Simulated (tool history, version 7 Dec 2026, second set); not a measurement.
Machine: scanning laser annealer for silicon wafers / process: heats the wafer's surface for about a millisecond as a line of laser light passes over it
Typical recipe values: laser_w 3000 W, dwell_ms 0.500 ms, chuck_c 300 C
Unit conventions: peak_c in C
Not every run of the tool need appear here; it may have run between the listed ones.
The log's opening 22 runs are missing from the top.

run,hour,laser_w,dwell_ms,chuck_c,peak_c
23,867.7,2753,0.470,339,998
24,906.2,3102,0.477,320,1063
25,951.6,3124,0.399,313,997
26,1004.3,3124,0.399,313,998
27,1051.0,3124,0.399,313,997
28,1076.6,3124,0.399,313,995
29,1107.2,3124,0.399,313,998
30,1146.8,3124,0.399,313,993
31,1171.6,3157,0.399,313,1002
32,1206.8,3000,0.500,294,1021
33,1240.6,3000,0.500,294,1020
34,1272.7,2810,0.429,294,932
35,1306.0,3281,0.429,294,1029
36,1336.0,3026,0.417,314,988

The next listed run, before its measurement:
37,1386.1,2699,0.417,318,?

peak_c: 923 C
With no hidden state in the tool, this same run would have given peak_c 934 C.

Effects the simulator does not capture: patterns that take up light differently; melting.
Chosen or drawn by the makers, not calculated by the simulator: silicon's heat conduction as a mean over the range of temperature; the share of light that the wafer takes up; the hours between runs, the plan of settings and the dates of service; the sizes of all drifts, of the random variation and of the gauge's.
